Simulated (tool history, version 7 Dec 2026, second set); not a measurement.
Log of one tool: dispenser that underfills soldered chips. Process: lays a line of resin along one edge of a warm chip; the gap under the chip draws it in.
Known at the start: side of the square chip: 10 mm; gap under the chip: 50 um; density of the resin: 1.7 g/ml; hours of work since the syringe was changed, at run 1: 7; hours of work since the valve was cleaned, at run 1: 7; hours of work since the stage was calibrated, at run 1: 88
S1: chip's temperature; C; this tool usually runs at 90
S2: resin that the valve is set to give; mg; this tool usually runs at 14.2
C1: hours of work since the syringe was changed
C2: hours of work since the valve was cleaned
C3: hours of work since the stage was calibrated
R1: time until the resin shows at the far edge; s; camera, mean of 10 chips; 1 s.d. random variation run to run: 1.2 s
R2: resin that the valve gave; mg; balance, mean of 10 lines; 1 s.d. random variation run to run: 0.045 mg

run  hour   S1    S2  C1  C2   C3     R1     R2
  1     0   90  14.2   7   7   88  216.8  14.21
  2   2.1   90  14.2   8   8   90  242.3  14.26
      3.5  -- new syringe of resin
  3   6.9   90  14.2   2  11   93  146.7  14.22
  4   9.3   90  14.2   4  13   94  165.4   14.1
  5  11.9  102  14.2   5  15   96  137.1  14.08
  6  16.1  102  14.2   8  17   99  167.1  14.09
     17.8  -- new syringe of resin
  7  20.6   90    14   2  20  101  143.2   13.9
  8  24.7   90    14   5  23  104  174.3   13.9
  9  26.7   90    14   6  24  105  194.2  13.88
 10  31.2   78    18   9  27  108  350.2  17.86
     32.1  -- new syringe of resin
 11  35.4  104  15.5   2  30  111   97.8  15.34
 12    39   81  18.5   5  32  113  232.1  18.21
 13  41.9   98  17.7   6  34  115  162.7  17.41
 14    44   98  17.7   8  35  116  181.5  17.43
     46.6  -- new syringe of resin
 15  48.7  101  12.2   1  38  119  102.6  11.93
 16  51.9   83  15.7   4  40  121  198.6  15.46

Hidden state at the last listed run before each entry between runs and at the first one after, where it differs:
After run 2, before run 3: new syringe of resin (hour 3.5)
  resin's viscosity, % of fresh resin's: 194.6 -> 119.9; dose that the valve gives, % of what is set: 99.96 -> 99.79; true chip temperature over the reading, C: -0.5 -> -0.51
  what was measured, less what the result would be without the hidden state, R1: +119.4 -> +26.2 s; R2: +0 -> -0.03 mg
After run 6, before run 7: new syringe of resin (hour 17.8)
  resin's viscosity, % of fresh resin's: 193.5 -> 115.3; dose that the valve gives, % of what is set: 99.47 -> 99.33; true chip temperature over the reading, C: -0.53 -> -0.54
  what was measured, less what the result would be without the hidden state, R1: +82.1 -> +21 s; R2: -0.07 -> -0.1 mg
After run 10, before run 11: new syringe of resin (hour 32.1)
  resin's viscosity, % of fresh resin's: 199.3 -> 120.5; dose that the valve gives, % of what is set: 98.95 -> 98.8; true chip temperature over the reading, C: -0.57 -> -0.58
  what was measured, less what the result would be without the hidden state, R1: +177.7 -> +18 s; R2: -0.19 -> -0.18 mg
After run 14, before run 15: new syringe of resin (hour 46.6)
  resin's viscosity, % of fresh resin's: 187.3 -> 110.9; dose that the valve gives, % of what is set: 98.51 -> 98.36; true chip temperature over the reading, C: -0.6 -> -0.61
  what was measured, less what the result would be without the hidden state, R1: +85.9 -> +11.9 s; R2: -0.26 -> -0.2 mg

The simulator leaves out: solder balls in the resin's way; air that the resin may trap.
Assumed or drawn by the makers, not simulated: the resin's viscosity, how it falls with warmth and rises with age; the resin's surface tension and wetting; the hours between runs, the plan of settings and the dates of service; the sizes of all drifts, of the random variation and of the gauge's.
